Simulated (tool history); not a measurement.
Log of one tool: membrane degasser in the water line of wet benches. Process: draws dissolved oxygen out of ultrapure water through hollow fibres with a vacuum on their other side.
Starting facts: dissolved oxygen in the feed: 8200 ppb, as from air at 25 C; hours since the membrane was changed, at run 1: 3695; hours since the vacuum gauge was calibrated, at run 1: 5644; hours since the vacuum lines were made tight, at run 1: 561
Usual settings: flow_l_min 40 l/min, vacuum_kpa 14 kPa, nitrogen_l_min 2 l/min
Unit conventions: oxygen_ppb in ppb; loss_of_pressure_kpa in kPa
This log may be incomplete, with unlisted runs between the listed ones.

run,hour,flow_l_min,vacuum_kpa,nitrogen_l_min,hours since the membrane was changed,hours since the vacuum gauge was calibrated,hours since the vacuum lines were made tight,oxygen_ppb,loss_of_pressure_kpa
1,0,40,14,2,3695,5644,561,544.7,46.83
2,165.8,40,14,2,3861,5810,727,537.4,46.37
3,327.2,40,9.9,2,4022,5971,888,372,46.95
# hour 478.8: vacuum gauge calibrated
4,502.7,40,14,2,4197,24,1063,523,46.85
5,693.7,40,14,2,4388,215,1254,524,46.98
6,810.9,40,14,2,4505,332,1371,518.7,46.92
7,1016.7,40,14,2,4711,538,1577,525.8,47.16
8,1244.4,40,14,1.63,4939,766,1805,602.6,47.32
9,1431.5,40,14,1.63,5126,953,1992,605.4,47.32
10,1660.1,38,14,2,5355,1181,2220,496,45.08
11,1824.2,38,14,2,5519,1345,2384,495,44.77
12,1924.7,40,10.6,1.37,5619,1446,2485,507,47.25
13,2145.9,40,10.6,1.37,5840,1667,2706,514.1,47.52
14,2285,40,11,2,5980,1806,2845,402.4,47.71
15,2432,40,11,2,6126,1953,2992,411.1,47.49
16,2641.3,57,14,2,6336,2163,3202,803.7,67.72
17,2861.6,57,14,2,6556,2383,3422,817.4,67.83
18,3036.3,51,14,3.09,6731,2558,3597,545.4,60.69

Alternative continuations, all from the tool just after run 18; predict every row:
A,3155.8,28,8.4,1.79,6850,2677,3716,?,?
B,3155.8,61,9,1.67,6850,2677,3716,?,?
C,3155.8,59,13.7,3.92,6850,2677,3716,?,?
D,3155.8,28,14,2,6850,2677,3716,?,?
E,3155.8,40,14,2.37,6850,2677,3716,?,?

run,oxygen_ppb,loss_of_pressure_kpa
A,204.4,33.44
B,666.8,73.4
C,574.1,70.69
D,359.1,33.63
E,474.2,48.2
Had the tool no hidden state, the same runs would have come out as:
run,oxygen_ppb,loss_of_pressure_kpa
A,192,31.68
B,612.8,69.53
C,527.8,66.96
D,346.2,31.86
E,450.2,45.66
